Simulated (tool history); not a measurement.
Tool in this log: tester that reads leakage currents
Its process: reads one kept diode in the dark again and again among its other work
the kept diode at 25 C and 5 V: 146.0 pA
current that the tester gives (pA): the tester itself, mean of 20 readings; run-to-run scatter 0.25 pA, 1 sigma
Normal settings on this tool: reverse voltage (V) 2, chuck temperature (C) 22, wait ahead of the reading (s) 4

| run | hour | reverse voltage (V) | chuck temperature (C) | wait ahead of the reading (s) | current that the tester gives (pA) |
|---|---|---|---|---|---|
| 1 | 0 | 2 | 22 | 4 | 81.41 |
| 2 | 46.8 | 2 | 22 | 4 | 81.94 |
| 3 | 107.6 | 2 | 22 | 4 | 81.92 |
| 4 | 136.5 | 2 | 22 | 4 | 81.79 |
| 5 | 198.2 | 2 | 24 | 4 | 97.59 |
| 6 | 233.6 | 2 | 22 | 4 | 82.36 |
| 7 | 277.2 | 2 | 22 | 4 | 82.08 |
| 8 | 321.2 | 2 | 22 | 4 | 82.62 |
|  | 330.4 | probe card cleaned and baked |
| 9 | 357.3 | 2 | 22 | 4 | 84.12 |
| 10 | 401.8 | 2 | 22 | 4 | 84.11 |
| 11 | 434.9 | 2 | 22 | 4 | 84.09 |
| 12 | 471.8 | 2 | 22 | 4 | 83.95 |
| 13 | 539.3 | 2 | 47 | 4 | 605.96 |
| 14 | 587.2 | 5.81 | 22 | 7.8 | 130.41 |
| 15 | 629 | 5.81 | 22 | 7.8 | 131.35 |
|  | 687.3 | probe card cleaned and baked, once more |
| 16 | 687.3 | 5.81 | 31 | 0.92 | 257.62 |
| 17 | 744.2 | 5.81 | 30 | 1.23 | 239.79 |
| 18 | 798.3 | 2 | 57 | 2.32 | 1245.72 |
| 19 | 841.7 | 2.53 | 57 | 2.32 | 1369 |
| 20 | 877 | 1.66 | 46 | 1.41 | 527.05 |
| 21 | 912.2 | 5.91 | 25 | 7.45 | 158.62 |
| 22 | 943.4 | 4.04 | 32 | 2.32 | 248.49 |
| 23 | 986.1 | 2.8 | 22 | 4.93 | 93.84 |

Here are 4 independent what-if runs from the current tool condition. What would each one return?
| A | 1027.4 | 2.12 | 29 | 7.77 | ? |
| B | 1027.4 | 11.88 | 22 | 4 | ? |
| C | 1027.4 | 6.73 | 22 | 1.81 | ? |
| D | 1027.4 | 2.8 | 40 | 0.32 | ? |

| run | current that the tester gives (pA) |
|---|---|
| A | 152.22 |
| B | 162.18 |
| C | 131.43 |
| D | 409 |
The same runs, with their run-to-run variation unchanged, on a tool lacking any hidden condition would have given:
| run | current that the tester gives (pA) |
|---|---|
| A | 148.77 |
| B | 155.67 |
| C | 126.96 |
| D | 401.15 |

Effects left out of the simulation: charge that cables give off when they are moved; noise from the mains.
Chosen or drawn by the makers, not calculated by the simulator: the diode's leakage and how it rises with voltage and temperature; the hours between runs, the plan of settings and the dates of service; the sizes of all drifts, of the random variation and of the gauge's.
